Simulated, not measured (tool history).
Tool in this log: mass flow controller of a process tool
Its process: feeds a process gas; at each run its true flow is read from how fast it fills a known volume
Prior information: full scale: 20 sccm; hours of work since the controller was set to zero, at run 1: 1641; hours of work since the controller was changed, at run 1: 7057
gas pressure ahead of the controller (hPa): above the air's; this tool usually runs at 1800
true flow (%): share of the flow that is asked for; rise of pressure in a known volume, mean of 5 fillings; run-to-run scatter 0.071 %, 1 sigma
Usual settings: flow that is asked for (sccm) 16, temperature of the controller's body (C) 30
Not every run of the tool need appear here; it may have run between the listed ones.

run    hour  flow that is asked for (sccm)  gas pressure ahead of the controller (hPa)  temperature of the controller's body (C)  hours of work since the controller was set to zero  hours of work since the controller was changed  true flow (%)
  1     0.0                             16                                        1800                                        30                                                1641                                            7057          97.58
  2   363.0                             17                                        1800                                        30                                                1810                                            7226          97.67
  3   707.8                             16                                        1800                                        30                                                1971                                            7387          97.50
  4  1103.6                             16                                        1800                                        30                                                2155                                            7571          97.48
  5  1506.0                             16                                        1640                                        30                                                2342                                            7759          97.39
  6  1711.3                             16                                        1640                                        30                                                2438                                            7854          97.20
  7  2143.4                             16                                        1640                                        30                                                2639                                            8055          97.28
  8  2616.9                              4                                        1640                                        25                                                2860                                            8276          93.98
  9  2867.0                              4                                        1640                                        25                                                2976                                            8392          93.77
 10  3345.3                              4                                        1640                                        25                                                3199                                            8615          93.53
 11  3617.6                              3                                        1440                                        25                                                3326                                            8742          92.84
 12  3995.2                             18                                        1770                                        21                                                3502                                            8918          96.48
 13  4287.7                             18                                        1770                                        21                                                3638                                            9054          96.39

Per-run results on a tool with no hidden state, each run keeping its own random variation:
Unlogged tool condition in this case: flow at rest that the sensor doesn't see, % of full scale; true flow over the shown one, %; drift of the gauge itself on true_pct, %.
run  true flow (%)
  1          99.97
  2         100.10
  3         100.03
  4         100.08
  5         100.08
  6          99.93
  7         100.10
  8          98.48
  9          98.38
 10          98.35
 11          98.60
 12          99.62
 13          99.59
